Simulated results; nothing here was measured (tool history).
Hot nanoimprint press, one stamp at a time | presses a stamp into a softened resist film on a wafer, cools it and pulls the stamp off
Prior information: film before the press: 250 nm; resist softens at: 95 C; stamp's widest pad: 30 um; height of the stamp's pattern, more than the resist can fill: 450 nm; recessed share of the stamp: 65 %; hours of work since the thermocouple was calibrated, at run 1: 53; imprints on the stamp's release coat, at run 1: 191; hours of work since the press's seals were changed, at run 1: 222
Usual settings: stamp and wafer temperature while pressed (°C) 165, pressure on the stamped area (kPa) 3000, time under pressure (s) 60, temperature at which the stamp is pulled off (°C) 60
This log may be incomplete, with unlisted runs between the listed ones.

| run | hour | stamp and wafer temperature while pressed (°C) | pressure on the stamped area (kPa) | time under pressure (s) | temperature at which the stamp is pulled off (°C) | hours of work since the thermocouple was calibrated | imprints on the stamp's release coat | hours of work since the press's seals were changed | resist left under the stamp's widest pad (Å) | greatest force while the stamp is pulled off (N) |
|---|---|---|---|---|---|---|---|---|---|---|
| 1 | 0 | 165 | 3000 | 60 | 60 | 53 | 191 | 222 | 965 | 241 |
| 2 | 78.4 | 165 | 1960 | 60 | 60 | 84 | 306 | 253 | 1210 | 260 |
| 3 | 169.4 | 165 | 1960 | 60 | 60 | 120 | 438 | 290 | 1198 | 272 |
| 4 | 218.3 | 165 | 3000 | 44 | 60 | 140 | 510 | 309 | 1094 | 269 |
| 5 | 315.2 | 165 | 3000 | 60 | 60 | 179 | 651 | 348 | 1010 | 283 |
| 6 | 380.4 | 165 | 2080 | 60 | 60 | 205 | 746 | 374 | 1195 | 290 |
| 7 | 442.4 | 165 | 2080 | 60 | 60 | 230 | 836 | 399 | 1202 | 283 |
| 8 | 483.7 | 165 | 2080 | 60 | 60 | 246 | 896 | 415 | 1192 | 295 |
| 9 | 575.9 | 165 | 3000 | 60 | 60 | 283 | 1031 | 452 | 1007 | 299 |
| 10 | 660.5 | 165 | 3000 | 81 | 60 | 317 | 1154 | 486 | 906 | 322 |
| 11 | 750.5 | 165 | 1970 | 60 | 60 | 353 | 1285 | 522 | 1245 | 324 |
|  | 792.1 | stamp cleaned and given a new release coat |
| 12 | 818 | 165 | 2060 | 60 | 60 | 378 | 38 | 547 | 1225 | 249 |
| 13 | 918.6 | 165 | 2060 | 60 | 56 | 418 | 184 | 587 | 1237 | 261 |
| 14 | 991.3 | 165 | 2060 | 60 | 56 | 447 | 290 | 616 | 1242 | 280 |
| 15 | 1085.7 | 165 | 2060 | 60 | 56 | 485 | 428 | 654 | 1246 | 288 |
| 16 | 1139.2 | 173 | 4530 | 60 | 60 | 506 | 506 | 675 | 547 | 264 |
| 17 | 1192.9 | 173 | 4530 | 60 | 60 | 527 | 584 | 697 | 558 | 280 |
| 18 | 1270.5 | 165 | 3000 | 47 | 60 | 559 | 697 | 728 | 1168 | 283 |
|  | 1279.5 | plate thermocouple calibrated |
| 19 | 1345.6 | 165 | 3000 | 47 | 60 | 26 | 802 | 757 | 1092 | 293 |
| 20 | 1411.2 | 165 | 3000 | 47 | 60 | 53 | 897 | 783 | 1103 | 284 |
| 21 | 1490.5 | 165 | 3000 | 47 | 60 | 84 | 1013 | 815 | 1106 | 304 |
| 22 | 1568.1 | 159 | 3000 | 117 | 58 | 115 | 1126 | 846 | 1099 | 317 |
| 23 | 1628.2 | 159 | 3000 | 117 | 58 | 140 | 1214 | 870 | 1120 | 332 |
| 24 | 1694.6 | 159 | 3000 | 117 | 58 | 166 | 1310 | 896 | 1110 | 331 |
|  | 1717.4 | stamp cleaned and given a new release coat |
| 25 | 1773.2 | 172 | 2570 | 86 | 56 | 195 | 81 | 925 | 655 | 260 |
| 26 | 1834.1 | 172 | 2570 | 86 | 56 | 219 | 170 | 950 | 673 | 262 |
| 27 | 1879.3 | 165 | 3530 | 60 | 60 | 238 | 236 | 968 | 960 | 250 |
| 28 | 1935 | 165 | 3000 | 60 | 50 | 260 | 317 | 990 | 1029 | 303 |

Predict each of these 4 candidate next runs independently; none follows another, all start after run 28:
| A | 1996.4 | 165 | 3060 | 82 | 57 | 284 | 406 | 1015 | ? | ? |
| B | 1996.4 | 159 | 3000 | 60 | 60 | 284 | 406 | 1015 | ? | ? |
| C | 1996.4 | 173 | 3190 | 60 | 53 | 284 | 406 | 1015 | ? | ? |
| D | 1996.4 | 163 | 3060 | 60 | 60 | 284 | 406 | 1015 | ? | ? |

| run | resist left under the stamp's widest pad (Å) | greatest force while the stamp is pulled off (N) |
|---|---|---|
| A | 923 | 281 |
| B | 1422 | 266 |
| C | 653 | 305 |
| D | 1157 | 266 |
With the hidden condition removed and each run's random variation left untouched, the same runs would have given:
| run | resist left under the stamp's widest pad (Å) | greatest force while the stamp is pulled off (N) |
|---|---|---|
| A | 840 | 249 |
| B | 1310 | 235 |
| C | 594 | 270 |
| D | 1058 | 235 |
